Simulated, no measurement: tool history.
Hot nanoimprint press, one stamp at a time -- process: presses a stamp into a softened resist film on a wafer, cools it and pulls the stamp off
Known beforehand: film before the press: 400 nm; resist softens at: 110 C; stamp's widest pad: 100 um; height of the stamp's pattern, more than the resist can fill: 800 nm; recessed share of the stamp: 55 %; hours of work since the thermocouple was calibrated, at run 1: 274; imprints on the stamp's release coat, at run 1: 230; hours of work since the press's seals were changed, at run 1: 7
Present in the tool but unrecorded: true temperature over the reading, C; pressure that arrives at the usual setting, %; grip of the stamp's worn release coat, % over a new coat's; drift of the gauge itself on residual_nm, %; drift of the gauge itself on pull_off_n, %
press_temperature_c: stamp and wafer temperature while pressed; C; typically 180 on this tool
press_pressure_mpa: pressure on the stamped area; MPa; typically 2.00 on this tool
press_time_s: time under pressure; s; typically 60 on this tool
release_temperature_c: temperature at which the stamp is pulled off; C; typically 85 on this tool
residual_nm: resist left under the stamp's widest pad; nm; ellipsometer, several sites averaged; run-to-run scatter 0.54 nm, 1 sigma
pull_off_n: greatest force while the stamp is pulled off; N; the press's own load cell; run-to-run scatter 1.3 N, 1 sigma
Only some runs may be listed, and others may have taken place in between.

| run | hour | press_temperature_c | press_pressure_mpa | press_time_s | release_temperature_c | hours of work since the thermocouple was calibrated | imprints on the stamp's release coat | hours of work since the press's seals were changed | residual_nm | pull_off_n |
|---|---|---|---|---|---|---|---|---|---|---|
| 1 | 0.0 | 180 | 2.00 | 60 | 85 | 274 | 230 | 7 | 202.9 | 104 |
| 2 | 10.4 | 180 | 2.00 | 60 | 72 | 278 | 261 | 11 | 202.4 | 126 |
|  | 23.1 | plate thermocouple calibrated |
| 3 | 25.7 | 180 | 2.00 | 74 | 85 | 1 | 298 | 16 | 187.9 | 99 |
| 4 | 42.1 | 180 | 2.00 | 60 | 85 | 8 | 348 | 23 | 203.8 | 99 |
| 5 | 52.0 | 180 | 2.00 | 60 | 75 | 12 | 378 | 27 | 203.6 | 122 |
| 6 | 65.3 | 180 | 2.00 | 60 | 75 | 17 | 419 | 32 | 203.7 | 120 |
| 7 | 79.5 | 180 | 2.00 | 60 | 75 | 23 | 462 | 38 | 203.2 | 121 |
| 8 | 93.6 | 180 | 2.00 | 60 | 75 | 28 | 504 | 43 | 204.5 | 122 |
| 9 | 108.6 | 180 | 2.00 | 60 | 75 | 34 | 550 | 49 | 205.2 | 121 |
| 10 | 129.3 | 180 | 2.00 | 60 | 75 | 43 | 613 | 58 | 204.7 | 120 |
| 11 | 140.0 | 180 | 2.00 | 60 | 85 | 47 | 645 | 62 | 204.6 | 100 |
| 12 | 159.0 | 172 | 2.00 | 60 | 85 | 54 | 703 | 70 | 283.5 | 102 |
| 13 | 172.7 | 180 | 2.00 | 60 | 85 | 60 | 744 | 75 | 205.3 | 102 |
| 14 | 189.6 | 180 | 2.00 | 60 | 85 | 67 | 795 | 82 | 205.1 | 98 |
| 15 | 210.7 | 180 | 2.00 | 60 | 85 | 75 | 860 | 90 | 204.2 | 100 |
| 16 | 221.5 | 181 | 1.31 | 60 | 85 | 79 | 892 | 95 | 229.6 | 102 |
| 17 | 231.5 | 170 | 2.00 | 60 | 91 | 83 | 923 | 99 | 306.2 | 88 |
| 18 | 247.2 | 192 | 2.00 | 44 | 91 | 90 | 970 | 105 | 136.1 | 89 |
| 19 | 263.1 | 192 | 2.00 | 44 | 91 | 96 | 1019 | 111 | 136.2 | 91 |
| 20 | 282.6 | 192 | 2.00 | 44 | 91 | 104 | 1078 | 119 | 137.2 | 89 |
|  | 291.9 | gauge calibrated |
| 21 | 298.9 | 192 | 2.00 | 44 | 91 | 110 | 1127 | 126 | 135.0 | 88 |
| 22 | 308.6 | 176 | 2.00 | 60 | 85 | 114 | 1157 | 129 | 241.8 | 100 |
| 23 | 320.9 | 176 | 2.00 | 61 | 85 | 119 | 1194 | 134 | 241.3 | 99 |
| 24 | 338.0 | 180 | 2.75 | 60 | 81 | 126 | 1246 | 141 | 180.3 | 107 |
| 25 | 347.4 | 185 | 2.00 | 60 | 85 | 130 | 1274 | 145 | 162.2 | 99 |
| 26 | 357.9 | 185 | 2.00 | 60 | 85 | 134 | 1306 | 149 | 161.5 | 98 |
| 27 | 372.8 | 178 | 1.24 | 60 | 91 | 140 | 1351 | 155 | 259.1 | 87 |
|  | 391.8 | stamp cleaned and given a new release coat |
| 28 | 399.0 | 178 | 1.24 | 60 | 91 | 148 | 22 | 163 | 259.7 | 90 |
| 29 | 417.6 | 178 | 1.24 | 60 | 91 | 156 | 78 | 171 | 259.8 | 90 |
| 30 | 429.7 | 183 | 2.00 | 60 | 91 | 160 | 115 | 176 | 178.8 | 91 |

Consider 3 possible next runs. They are alternatives, not a sequence: every one starts from the tool as it was left by run 30. What does each give?
| A | 439.8 | 174 | 1.84 | 62 | 85 | 165 | 145 | 180 | ? | ? |
| B | 439.8 | 191 | 2.06 | 60 | 90 | 165 | 145 | 180 | ? | ? |
| C | 439.8 | 180 | 1.43 | 95 | 85 | 165 | 145 | 180 | ? | ? |

| run | residual_nm | pull_off_n |
|---|---|---|
| A | 268.2 | 101 |
| B | 121.4 | 92 |
| C | 195.2 | 98 |
With no hidden state in the tool, these same runs would have given:
| run | residual_nm | pull_off_n |
|---|---|---|
| A | 265.8 | 101 |
| B | 120.3 | 92 |
| C | 193.4 | 98 |
